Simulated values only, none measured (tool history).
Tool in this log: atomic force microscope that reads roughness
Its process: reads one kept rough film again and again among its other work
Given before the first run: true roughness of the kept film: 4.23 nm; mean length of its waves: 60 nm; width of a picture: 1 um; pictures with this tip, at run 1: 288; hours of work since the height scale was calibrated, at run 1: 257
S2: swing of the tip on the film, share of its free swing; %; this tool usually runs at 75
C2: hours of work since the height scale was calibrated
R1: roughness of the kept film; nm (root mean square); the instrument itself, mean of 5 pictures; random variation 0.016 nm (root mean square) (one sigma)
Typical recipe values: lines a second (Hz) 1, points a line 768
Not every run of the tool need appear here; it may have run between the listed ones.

Run 1, day 0: usual settings; pictures with this tip 288; C2 257. Result: R1 3.984 nm (root mean square).
Run 2, day 0.738: usual settings; pictures with this tip 310; C2 268. Result: R1 3.961 nm (root mean square).
Run 3, day 1.525: usual settings; pictures with this tip 333; C2 280. Result: R1 3.985 nm (root mean square).
Run 4, day 2.221: usual settings; pictures with this tip 353; C2 291. Result: R1 3.961 nm (root mean square).
At day 3.196: new tip fitted.
Run 5, day 3.579: usual settings; pictures with this tip 11; C2 311. Result: R1 3.999 nm (root mean square).
Run 6, day 4.779: usual settings; pictures with this tip 46; C2 329. Result: R1 3.97 nm (root mean square).
Run 7, day 5.346: usual settings; pictures with this tip 63; C2 338. Result: R1 4.03 nm (root mean square).
Run 8, day 6.667: usual settings but lines a second (Hz) 3.02; pictures with this tip 101; C2 358. Result: R1 3.731 nm (root mean square).
Run 9, day 7.954: usual settings but lines a second (Hz) 3.03, S2 57 %; pictures with this tip 139; C2 378. Result: R1 3.985 nm (root mean square).
Run 10, day 9.108: usual settings but lines a second (Hz) 0.85, points a line 487; pictures with this tip 173; C2 395. Result: R1 3.998 nm (root mean square).
Run 11, day 9.871: usual settings but lines a second (Hz) 2.34, points a line 570; pictures with this tip 195; C2 407. Result: R1 3.784 nm (root mean square).
Run 12, day 10.775: usual settings but lines a second (Hz) 2.34, points a line 570; pictures with this tip 222; C2 420. Result: R1 3.778 nm (root mean square).
Run 13, day 11.346: usual settings but lines a second (Hz) 2.34, points a line 570; pictures with this tip 239; C2 429. Result: R1 3.768 nm (root mean square).
Run 14, day 12.417: usual settings but lines a second (Hz) 0.6, S2 65 %, points a line 814; pictures with this tip 270; C2 445. Result: R1 4.101 nm (root mean square).

Alternative continuations, all from the tool just after run 14; predict every row:
Run A, day 13.133: usual settings but lines a second (Hz) 1.08, S2 78 %, points a line 508; pictures with this tip 291; C2 456. Result: R1 ?.
Run B, day 13.133: usual settings but lines a second (Hz) 1.23; pictures with this tip 291; C2 456. Result: R1 ?.
Run C, day 13.133: usual settings but lines a second (Hz) 1.34, S2 65 %, points a line 814; pictures with this tip 291; C2 456. Result: R1 ?.

run     R1
  A  3.952
  B  3.945
  C  4.001
With no hidden state in the tool, these same runs would have given:
run     R1
  A  3.962
  B  3.955
  C  4.011
